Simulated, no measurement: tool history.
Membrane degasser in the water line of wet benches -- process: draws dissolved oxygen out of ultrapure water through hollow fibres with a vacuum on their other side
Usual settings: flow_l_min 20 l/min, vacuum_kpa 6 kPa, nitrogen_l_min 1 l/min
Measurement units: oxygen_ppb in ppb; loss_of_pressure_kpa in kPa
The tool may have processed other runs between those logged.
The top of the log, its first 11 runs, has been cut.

run 12 hour=340.3 | flow_l_min=20 vacuum_kpa=6 nitrogen_l_min=0.88 | oxygen_ppb=151.5 loss_of_pressure_kpa=42.97
run 13 hour=381.1 | flow_l_min=20 vacuum_kpa=6 nitrogen_l_min=0.57 | oxygen_ppb=211.5 loss_of_pressure_kpa=42.49
run 14 hour=409.4 | flow_l_min=20 vacuum_kpa=6 nitrogen_l_min=0.57 | oxygen_ppb=212.2 loss_of_pressure_kpa=42.69
run 15 hour=432 | flow_l_min=14 vacuum_kpa=6 nitrogen_l_min=1 | oxygen_ppb=95.5 loss_of_pressure_kpa=29.7
-- hour=436.9 vacuum gauge calibrated
run 16 hour=469.3 | flow_l_min=21 vacuum_kpa=6 nitrogen_l_min=1 | oxygen_ppb=143 loss_of_pressure_kpa=45.23
run 17 hour=505.9 | flow_l_min=20 vacuum_kpa=6 nitrogen_l_min=2.83 | oxygen_ppb=58.4 loss_of_pressure_kpa=42.75
run 18 hour=530.8 | flow_l_min=20 vacuum_kpa=6 nitrogen_l_min=2.83 | oxygen_ppb=59.3 loss_of_pressure_kpa=42.42
-- hour=547 vacuum gauge calibrated, once more
run 19 hour=557.4 | flow_l_min=20 vacuum_kpa=6 nitrogen_l_min=2.83 | oxygen_ppb=58.5 loss_of_pressure_kpa=42.72
run 20 hour=581.5 | flow_l_min=17 vacuum_kpa=7.45 nitrogen_l_min=0.96 | oxygen_ppb=173.8 loss_of_pressure_kpa=36.46
run 21 hour=626.3 | flow_l_min=17 vacuum_kpa=7.45 nitrogen_l_min=0.96 | oxygen_ppb=173.4 loss_of_pressure_kpa=36.19
run 22 hour=666.2 | flow_l_min=19 vacuum_kpa=5.78 nitrogen_l_min=0.53 | oxygen_ppb=193.3 loss_of_pressure_kpa=40.71
run 23 hour=700.7 | flow_l_min=13 vacuum_kpa=4.6 nitrogen_l_min=1 | oxygen_ppb=42.8 loss_of_pressure_kpa=27.71
run 24 hour=748.5 | flow_l_min=13 vacuum_kpa=5.44 nitrogen_l_min=1 | oxygen_ppb=69 loss_of_pressure_kpa=27.81
run 25 hour=776 | flow_l_min=26 vacuum_kpa=7.96 nitrogen_l_min=1.79 | oxygen_ppb=177.8 loss_of_pressure_kpa=55.48
run 26 hour=802.7 | flow_l_min=20 vacuum_kpa=4.62 nitrogen_l_min=1.78 | oxygen_ppb=48.8 loss_of_pressure_kpa=42.8
run 27 hour=848.1 | flow_l_min=15 vacuum_kpa=4.62 nitrogen_l_min=0.72 | oxygen_ppb=68.4 loss_of_pressure_kpa=32.38
run 28 hour=884.2 | flow_l_min=17 vacuum_kpa=9.73 nitrogen_l_min=2.16 | oxygen_ppb=128.9 loss_of_pressure_kpa=36.31
run 29 hour=918.4 | flow_l_min=17 vacuum_kpa=9.73 nitrogen_l_min=2.16 | oxygen_ppb=126.7 loss_of_pressure_kpa=36.33
run 30 hour=946.2 | flow_l_min=18 vacuum_kpa=9.73 nitrogen_l_min=0.63 | oxygen_ppb=384.7 loss_of_pressure_kpa=38.54
run 31 hour=974.2 | flow_l_min=20 vacuum_kpa=8.87 nitrogen_l_min=1 | oxygen_ppb=258 loss_of_pressure_kpa=42.86

Branching from run 31: 5 alternative next runs. What would each branch give?
run A hour=1011.1 | flow_l_min=28 vacuum_kpa=4.75 nitrogen_l_min=1.94 | oxygen_ppb=? loss_of_pressure_kpa=?
run B hour=1011.1 | flow_l_min=20 vacuum_kpa=11.94 nitrogen_l_min=2 | oxygen_ppb=? loss_of_pressure_kpa=?
run C hour=1011.1 | flow_l_min=14 vacuum_kpa=6 nitrogen_l_min=0.72 | oxygen_ppb=? loss_of_pressure_kpa=?
run D hour=1011.1 | flow_l_min=25 vacuum_kpa=10.84 nitrogen_l_min=1 | oxygen_ppb=? loss_of_pressure_kpa=?
run E hour=1011.1 | flow_l_min=21 vacuum_kpa=13.44 nitrogen_l_min=0.65 | oxygen_ppb=? loss_of_pressure_kpa=?

run=A oxygen_ppb=83.3 loss_of_pressure_kpa=60.6
run=B oxygen_ppb=217.1 loss_of_pressure_kpa=42.62
run=C oxygen_ppb=126.1 loss_of_pressure_kpa=30.03
run=D oxygen_ppb=417.1 loss_of_pressure_kpa=53.48
run=E oxygen_ppb=656.3 loss_of_pressure_kpa=45.02
Without the tool's unlogged condition, the same runs would have read:
run=A oxygen_ppb=80.8 loss_of_pressure_kpa=59.62
run=B oxygen_ppb=215.4 loss_of_pressure_kpa=41.94
run=C oxygen_ppb=125.8 loss_of_pressure_kpa=29.55
run=D oxygen_ppb=415.1 loss_of_pressure_kpa=52.62
run=E oxygen_ppb=654.9 loss_of_pressure_kpa=44.29
